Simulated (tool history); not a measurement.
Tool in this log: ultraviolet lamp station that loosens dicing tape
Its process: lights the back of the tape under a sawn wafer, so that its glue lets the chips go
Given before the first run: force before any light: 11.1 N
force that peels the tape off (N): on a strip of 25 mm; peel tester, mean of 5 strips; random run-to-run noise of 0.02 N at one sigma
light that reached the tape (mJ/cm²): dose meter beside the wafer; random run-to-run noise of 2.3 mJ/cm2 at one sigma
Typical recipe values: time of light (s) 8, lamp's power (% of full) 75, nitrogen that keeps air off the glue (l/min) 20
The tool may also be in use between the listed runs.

run	hour	time of light (s)	lamp's power (% of full)	nitrogen that keeps air off the glue (l/min)	force that peels the tape off (N)	light that reached the tape (mJ/cm²)
1	0.0	8	75	20	0.971	228
2	7.1	8	75	30	0.710	226
3	20.7	8	75	30	0.722	223
4	33.0	8	75	30	0.726	220
5	40.7	8	75	37	0.620	223
6	52.8	8	75	37	0.618	223
7	62.1	8	75	20	0.973	224
8	70.9	8	75	20	0.984	225
9	81.0	8	75	20	1.007	219
10	91.4	8	75	20	0.971	223
11	97.6	8	75	20	0.950	220
12	107.4	8	75	24	0.876	222
13	122.7	8	75	24	0.841	222
14	134.6	8	75	24	0.870	224
15	146.2	8	75	24	0.870	225
16	156.9	8	78	24	0.793	234
17	170.7	8	78	24	0.792	232
18	177.8	8	78	24	0.787	232
19	192.2	8	78	24	0.769	231
20	205.6	8	78	24	0.796	232
21	212.0	8	78	24	0.783	229
22	221.2	8	78	24	0.780	233
23	229.5	8	78	24	0.786	230
24	236.2	6	78	25	1.466	172
25	248.2	6	78	9	2.654	175
26	254.9	8	79	9	1.610	233
27	264.2	8	79	9	1.666	234
28	271.8	10	90	34	0.224	332
29	282.0	10	90	34	0.229	336
30	292.9	5	90	11	2.515	165
31	307.9	5	90	11	2.540	168
32	317.8	14	82	20	0.175	426
33	324.8	8	87	9	1.354	258
34	334.1	8	87	9	1.379	258
35	343.0	9	82	9	1.217	272
36	357.6	13	75	26	0.218	361
37	364.6	12	75	20	0.339	333
38	374.0	8	75	36	0.609	226
39	386.8	15	75	36	0.129	423
40	401.1	4	75	27	2.908	115
41	416.2	11	75	20	0.436	306
42	428.7	11	75	8	1.031	309
43	442.6	11	75	8	1.038	303

Put back what was entered between runs (1 entry, withheld): which listed runs does each sit between, and how does the hidden state differ from the listed run before to the listed run after?
In the gap between runs 12 and 13: window cleaned of glue's vapour (hour 119.0)
  light that the window lets through, % of a clean one's: 99.9 -> 100
